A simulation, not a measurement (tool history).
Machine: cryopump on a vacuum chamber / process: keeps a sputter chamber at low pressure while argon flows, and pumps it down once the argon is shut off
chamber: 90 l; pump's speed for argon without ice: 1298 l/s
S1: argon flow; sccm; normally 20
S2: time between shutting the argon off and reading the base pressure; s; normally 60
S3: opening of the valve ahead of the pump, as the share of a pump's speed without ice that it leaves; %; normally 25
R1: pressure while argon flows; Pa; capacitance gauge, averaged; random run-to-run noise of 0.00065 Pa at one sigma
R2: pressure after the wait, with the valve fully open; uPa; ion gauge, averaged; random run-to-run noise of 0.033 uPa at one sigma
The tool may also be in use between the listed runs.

{"run": 1, "hour": 0.0, "S1": 20, "S2": 60, "S3": 25, "R1": 0.1052, "R2": 2.26}
{"run": 2, "hour": 12.9, "S1": 20, "S2": 113, "S3": 25, "R1": 0.1067, "R2": 1.61}
{"run": 3, "hour": 29.3, "S1": 20, "S2": 151, "S3": 25, "R1": 0.106, "R2": 1.43}
{"run": 4, "hour": 46.8, "S1": 20, "S2": 151, "S3": 25, "R1": 0.1064, "R2": 1.41}
{"run": 5, "hour": 60.7, "S1": 20, "S2": 60, "S3": 25, "R1": 0.1053, "R2": 2.32}
{"run": 6, "hour": 75.4, "S1": 20, "S2": 35, "S3": 25, "R1": 0.1055, "R2": 3.42}
{"run": 7, "hour": 86.2, "S1": 20, "S2": 35, "S3": 25, "R1": 0.1063, "R2": 3.35}
{"run": 8, "hour": 101.0, "S1": 20, "S2": 35, "S3": 25, "R1": 0.106, "R2": 3.39}
{"run": 9, "hour": 118.1, "S1": 20, "S2": 60, "S3": 25, "R1": 0.106, "R2": 2.36}
{"run": 10, "hour": 129.3, "S1": 14, "S2": 60, "S3": 25, "R1": 0.0747, "R2": 2.37}
{"run": 11, "hour": 143.2, "S1": 14, "S2": 60, "S3": 25, "R1": 0.0746, "R2": 2.37}
{"run": 12, "hour": 153.0, "S1": 9, "S2": 60, "S3": 16, "R1": 0.0745, "R2": 2.43}
{"run": 13, "hour": 167.4, "S1": 20, "S2": 60, "S3": 19, "R1": 0.1397, "R2": 2.41}
{"run": 14, "hour": 184.5, "S1": 19, "S2": 60, "S3": 51, "R1": 0.0503, "R2": 2.41}
{"run": 15, "hour": 202.2, "S1": 30, "S2": 60, "S3": 25, "R1": 0.1593, "R2": 2.42}
{"run": 16, "hour": 220.2, "S1": 20, "S2": 182, "S3": 39, "R1": 0.0694, "R2": 1.37}
{"run": 17, "hour": 238.9, "S1": 10, "S2": 25, "S3": 26, "R1": 0.0506, "R2": 4.56}
{"run": 18, "hour": 255.0, "S1": 10, "S2": 25, "S3": 26, "R1": 0.0523, "R2": 4.38}
{"run": 19, "hour": 268.2, "S1": 10, "S2": 25, "S3": 26, "R1": 0.0505, "R2": 4.55}
{"run": 20, "hour": 288.3, "S1": 26, "S2": 230, "S3": 25, "R1": 0.1393, "R2": 1.4}
{"run": 21, "hour": 305.0, "S1": 38, "S2": 234, "S3": 39, "R1": 0.1329, "R2": 1.34}

Difference, measured minus no-hidden-state, one row per run. Run-to-run variation is common to both terms; the gauge's own scatter need not be:
Hidden conditions of the tool in this case: pump's speed, % of a pump's without ice; cold plate's temperature, K; leak into the chamber, uPa l/s; drift of the gauge itself on working_pa, %; drift of the gauge itself on base_upa, %.
run=1 R1=+0.0017 R2=+0.57
run=2 R1=+0.0017 R2=+0.59
run=3 R1=+0.0018 R2=+0.59
run=4 R1=+0.0018 R2=+0.60
run=5 R1=+0.0019 R2=+0.62
run=6 R1=+0.0019 R2=+0.62
run=7 R1=+0.0020 R2=+0.61
run=8 R1=+0.0020 R2=+0.63
run=9 R1=+0.0021 R2=+0.64
run=10 R1=+0.0015 R2=+0.65
run=11 R1=+0.0015 R2=+0.65
run=12 R1=+0.0010 R2=+0.67
run=13 R1=+0.0023 R2=+0.68
run=14 R1=+0.0022 R2=+0.69
run=15 R1=+0.0036 R2=+0.70
run=16 R1=+0.0025 R2=+0.69
run=17 R1=+0.0013 R2=+0.72
run=18 R1=+0.0013 R2=+0.71
run=19 R1=+0.0013 R2=+0.74
run=20 R1=+0.0035 R2=+0.75
run=21 R1=+0.0054 R2=+0.75
